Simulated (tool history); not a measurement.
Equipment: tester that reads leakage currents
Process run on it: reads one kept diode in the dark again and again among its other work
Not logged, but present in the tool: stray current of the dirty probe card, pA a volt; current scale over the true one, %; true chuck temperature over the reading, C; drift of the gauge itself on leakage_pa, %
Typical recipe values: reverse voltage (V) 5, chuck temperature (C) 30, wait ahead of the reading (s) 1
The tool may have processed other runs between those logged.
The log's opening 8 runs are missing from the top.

run    hour  reverse voltage (V)  chuck temperature (C)  wait ahead of the reading (s)  hours of work since the probe card was cleaned  hours of work since the tester was calibrated  hours of work since the chuck was calibrated  current that the tester gives (pA)
  9   915.6                 4.44                     30                           0.85                                             866                                           1106                                           651                              165.78
 10  1018.6                 1.25                     30                           0.85                                             944                                           1185                                           729                               96.71
 11  1172.4                11.17                     30                              1                                            1061                                           1302                                           846                              242.76
 12  1271.7                11.17                     30                              1                                            1137                                           1378                                           922                              240.24
 13  1384.3                    5                     35                              1                                            1223                                           1463                                          1008                              262.21
 14  1490.8                    5                     35                              1                                            1304                                           1544                                          1089                              262.55
 15    1571                    5                     35                              1                                            1365                                           1605                                          1150                              259.48
     1622.9  -- probe card cleaned and baked
 16  1716.4                    5                     35                              1                                              71                                           1714                                          1258                              258.03
 17  1828.4                    5                     35                              1                                             157                                           1799                                          1343                              255.82
 18  1937.8                 4.75                     46                              1                                             240                                           1883                                          1427                              634.16
 19  2067.8                 4.75                     46                              1                                             339                                           1982                                          1526                              626.83
     2158.8  -- chuck's temperature calibrated
 20  2175.4                 4.75                     57                              1                                             419                                           2062                                            13                             1639.75
     2217.1  -- tester calibrated
 21  2268.9                 3.16                     44                           0.37                                             489                                             39                                            82                               509.7
 22  2345.8                12.91                     54                           1.11                                             547                                             98                                           141                             2011.05
 23  2487.7                12.91                     54                           1.11                                             656                                            206                                           249                             1981.04
     2546.7  -- probe card cleaned and baked, once more
 24  2665.4                    5                     44                              1                                              90                                            339                                           382                              591.54
 25  2840.5                    5                     44                              1                                             224                                            472                                           515                              586.39
 26  2935.3                    5                     44                              1                                             296                                            545                                           588                              580.15
 27  3090.1                    5                     44                              1                                             414                                            662                                           705                              578.19
 28  3211.2                 8.58                     22                           0.67                                             506                                            755                                           798                              104.88
 29  3298.8                 8.58                     22                           0.67                                             573                                            821                                           864                              105.01
 30  3388.3                 3.33                     54                           0.39                                             641                                            890                                           932                             1076.98
 31  3527.3                 3.33                     52                           0.34                                             747                                            995                                          1038                              908.45

Predict each of these 5 candidate next runs independently; none follows another, all start after run 31:
  A  3691.8                 1.64                     37                           0.34                                             872                                           1121                                          1164                                   ?
  B  3691.8                 3.33                     29                           0.69                                             872                                           1121                                          1164                                   ?
  C  3691.8                 3.33                     52                           0.83                                             872                                           1121                                          1164                                   ?
  D  3691.8                 5.01                     34                           0.72                                             872                                           1121                                          1164                                   ?
  E  3691.8                 3.33                     35                           1.44                                             872                                           1121                                          1164                                   ?

run  current that the tester gives (pA)
  A                              193.78
  B                              127.24
  C                              898.84
  D                              237.25
  E                              216.52
Had the tool no hidden state, the same runs would have come out as:
run  current that the tester gives (pA)
  A                              213.93
  B                              140.35
  C                              986.49
  D                              261.38
  E                              238.94
